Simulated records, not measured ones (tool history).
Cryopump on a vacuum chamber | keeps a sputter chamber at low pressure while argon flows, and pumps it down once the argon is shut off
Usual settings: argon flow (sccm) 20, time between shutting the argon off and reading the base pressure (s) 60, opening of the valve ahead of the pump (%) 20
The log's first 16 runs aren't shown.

run	hour	argon flow (sccm)	time between shutting the argon off and reading the base pressure (s)	opening of the valve ahead of the pump (%)	pressure while argon flows (Pa)	pressure after the wait (uPa)
17	207.2	17	60	20	0.1596	3.34
18	222.8	10	295	56	0.0354	1.72
19	233.4	19	295	31	0.1170	1.70
20	247.2	10	295	31	0.0623	1.79
21	260.6	10	295	31	0.0614	1.71
22	278.6	10	295	31	0.0610	1.76
23	289.5	20	60	18	0.2078	3.34
24	297.1	20	60	18	0.2115	3.36
25	306.1	20	60	18	0.2093	3.24
26	323.7	20	60	18	0.2093	3.26
27	340.9	8	60	22	0.0691	3.39
28	355.3	23	36	22	0.1958	4.57
29	366.4	23	36	22	0.1987	4.72
30	383.6	19	255	20	0.1790	1.98
31	395.5	19	255	20	0.1800	1.91
32	403.9	22	65	27	0.1580	3.18

3 ways to go on from here, each from the tool as it stands after run 32. What would each give?
A	417.5	28	65	27	?	?
B	417.5	20	77	16	?	?
C	417.5	27	60	28	?	?

run	pressure while argon flows (Pa)	pressure after the wait (uPa)
A	0.1982	3.23
B	0.2346	3.02
C	0.1841	3.52
Without the tool's hidden state the same runs would have given:
run	pressure while argon flows (Pa)	pressure after the wait (uPa)
A	0.1909	2.14
B	0.2295	1.92
C	0.1771	2.38
